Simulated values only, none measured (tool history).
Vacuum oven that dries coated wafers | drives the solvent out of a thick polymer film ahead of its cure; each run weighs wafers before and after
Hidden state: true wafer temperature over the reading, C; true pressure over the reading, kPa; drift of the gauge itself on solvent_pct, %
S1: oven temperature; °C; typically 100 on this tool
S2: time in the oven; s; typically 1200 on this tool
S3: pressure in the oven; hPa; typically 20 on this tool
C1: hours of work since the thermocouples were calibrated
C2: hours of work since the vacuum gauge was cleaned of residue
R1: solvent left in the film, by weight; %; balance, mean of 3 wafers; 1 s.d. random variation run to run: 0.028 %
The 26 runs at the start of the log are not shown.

run	hour	S1	S2	S3	C1	C2	R1
27	292.3	108	1320	20.3	793	610	1.11
28	301.7	108	1320	20.3	800	618	1.12
29	317.6	108	1320	20.3	813	630	1.1
30	331.1	90	1260	20	823	641	5.38
31	347.1	94	1200	19.1	836	653	4.21
32	360.8	112	1980	36.9	846	664	1.33
33	367.7	97	1380	36.9	852	669	3.65
34	377.2	97	1380	36.9	859	677	3.62
35	386.8	106	1800	15.6	866	684	0.82
36	402.6	90	1800	15.6	879	696	3.39
37	410.3	90	1800	15.6	885	702	3.4
38	417.5	109	1260	10.3	890	708	0.75
39	430.7	109	1260	10.3	901	718	0.71
40	440.9	109	1260	25.2	908	726	1.29
41	453.3	112	1200	13.6	918	736	0.73
42	463.9	93	1020	62.2	926	744	7.45
43	475.8	100	780	20	936	753	4.27
44	488.3	112	1740	11.2	945	763	0.44
45	503.3	112	1740	11.2	957	775	0.47
46	516	104	1800	25.6	967	784	1.4

Alternative continuations, all from the tool just after run 46; predict every row:
A	528	101	720	52.6	976	794	?
B	528	93	780	10.3	976	794	?
C	528	105	1800	46.1	976	794	?
D	528	99	1200	42.8	976	794	?

run	R1
A	5.68
B	6.32
C	2.2
D	3.8
Without the tool's hidden state the same runs would have given:
run	R1
A	6.41
B	7.06
C	2.37
D	4.36
